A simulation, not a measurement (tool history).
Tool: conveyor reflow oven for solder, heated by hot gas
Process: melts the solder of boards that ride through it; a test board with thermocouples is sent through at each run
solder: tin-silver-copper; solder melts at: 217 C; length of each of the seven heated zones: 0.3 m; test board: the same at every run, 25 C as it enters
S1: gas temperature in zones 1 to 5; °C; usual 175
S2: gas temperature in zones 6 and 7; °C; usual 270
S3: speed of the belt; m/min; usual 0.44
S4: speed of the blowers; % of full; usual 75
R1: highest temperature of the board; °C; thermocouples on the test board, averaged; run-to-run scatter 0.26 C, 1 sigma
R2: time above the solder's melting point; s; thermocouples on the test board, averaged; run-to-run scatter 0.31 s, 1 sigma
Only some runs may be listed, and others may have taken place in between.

run 1 hour=0 | S1=175 S2=270 S3=0.44 S4=75 | R1=251.1 R2=60
run 2 hour=45.9 | S1=175 S2=270 S3=0.44 S4=75 | R1=251.1 R2=59.7
run 3 hour=124.7 | S1=175 S2=270 S3=0.44 S4=75 | R1=251 R2=59.3
run 4 hour=165 | S1=175 S2=270 S3=0.44 S4=75 | R1=250.5 R2=59.8
run 5 hour=225.5 | S1=175 S2=270 S3=0.44 S4=75 | R1=250.3 R2=59.9
run 6 hour=269.2 | S1=175 S2=270 S3=0.44 S4=75 | R1=251.1 R2=60.1
run 7 hour=328.1 | S1=175 S2=270 S3=0.44 S4=75 | R1=251.2 R2=59.2
run 8 hour=382.5 | S1=175 S2=270 S3=0.44 S4=75 | R1=250.3 R2=59.1
run 9 hour=436.2 | S1=175 S2=270 S3=0.44 S4=75 | R1=251.4 R2=59.4
run 10 hour=497.2 | S1=175 S2=270 S3=0.44 S4=75 | R1=250.8 R2=58.8
run 11 hour=560.6 | S1=175 S2=270 S3=0.44 S4=75 | R1=250.7 R2=59.6
run 12 hour=616.9 | S1=175 S2=270 S3=0.44 S4=75 | R1=251 R2=59.6
run 13 hour=696.1 | S1=175 S2=270 S3=0.44 S4=75 | R1=251.2 R2=59.6
run 14 hour=745.9 | S1=175 S2=270 S3=0.44 S4=75 | R1=251.1 R2=59.6
run 15 hour=821.2 | S1=181 S2=275 S3=0.378 S4=66 | R1=259.2 R2=79.4
run 16 hour=902.1 | S1=181 S2=266 S3=0.472 S4=66 | R1=243.8 R2=50.7
run 17 hour=957.6 | S1=181 S2=266 S3=0.472 S4=66 | R1=243.9 R2=51
run 18 hour=1004.9 | S1=173 S2=279 S3=0.511 S4=51 | R1=241.3 R2=38.8
run 19 hour=1077.6 | S1=173 S2=279 S3=0.489 S4=78 | R1=255 R2=55
run 20 hour=1154.3 | S1=173 S2=279 S3=0.489 S4=78 | R1=254.8 R2=54.7
run 21 hour=1228 | S1=160 S2=270 S3=0.44 S4=75 | R1=247.5 R2=52.2
run 22 hour=1278.2 | S1=160 S2=270 S3=0.44 S4=75 | R1=248.1 R2=51.3
run 23 hour=1340.2 | S1=160 S2=282 S3=0.452 S4=75 | R1=256.9 R2=57.2
run 24 hour=1422.5 | S1=168 S2=272 S3=0.489 S4=70 | R1=245.6 R2=45.2
run 25 hour=1480.4 | S1=168 S2=272 S3=0.426 S4=64 | R1=249.1 R2=56.2

Not shown: 7 entries that the log had between the listed runs. Between which runs, and how does the tool's hidden state differ before and after?
Between runs 2 and 3: thermocouples of zones 6 and 7 changed (hour 105.2)
  heat that the gas passes to the board, % of a clean oven's: 100 -> 99.9; true gas temperature in zones 6 and 7 over the reading, C: 0.07 -> 0
Between runs 5 and 6: belt drive overhauled, speed set with a stopwatch (hour 236.9)
  heat that the gas passes to the board, % of a clean oven's: 99.9 -> 99.8; belt's true speed, % of the reading: 99.87 -> 100; true gas temperature in zones 6 and 7 over the reading, C: 0 -> 0.01
Between runs 7 and 8: flux residue cleaned out of gas plates and filters (hour 340.9)
  heat that the gas passes to the board, % of a clean oven's: 99.8 -> 100; belt's true speed, % of the reading: 100 -> 99.99
Between runs 12 and 13: flux residue cleaned out of gas plates and filters (hour 681.3)
  heat that the gas passes to the board, % of a clean oven's: 99.8 -> 100
Between runs 18 and 19: flux residue cleaned out of gas plates and filters (hour 1017.5)
  heat that the gas passes to the board, % of a clean oven's: 99.8 -> 99.9; belt's true speed, % of the reading: 99.96 -> 99.95; true gas temperature in zones 6 and 7 over the reading, C: 0.05 -> 0.06
Between runs 23 and 24: flux residue cleaned out of gas plates and filters (hour 1352); thermocouples of zones 6 and 7 changed (hour 1383.7)
  heat that the gas passes to the board, % of a clean oven's: 99.8 -> 100; belt's true speed, % of the reading: 99.94 -> 99.93; true gas temperature in zones 6 and 7 over the reading, C: 0.08 -> 0.01

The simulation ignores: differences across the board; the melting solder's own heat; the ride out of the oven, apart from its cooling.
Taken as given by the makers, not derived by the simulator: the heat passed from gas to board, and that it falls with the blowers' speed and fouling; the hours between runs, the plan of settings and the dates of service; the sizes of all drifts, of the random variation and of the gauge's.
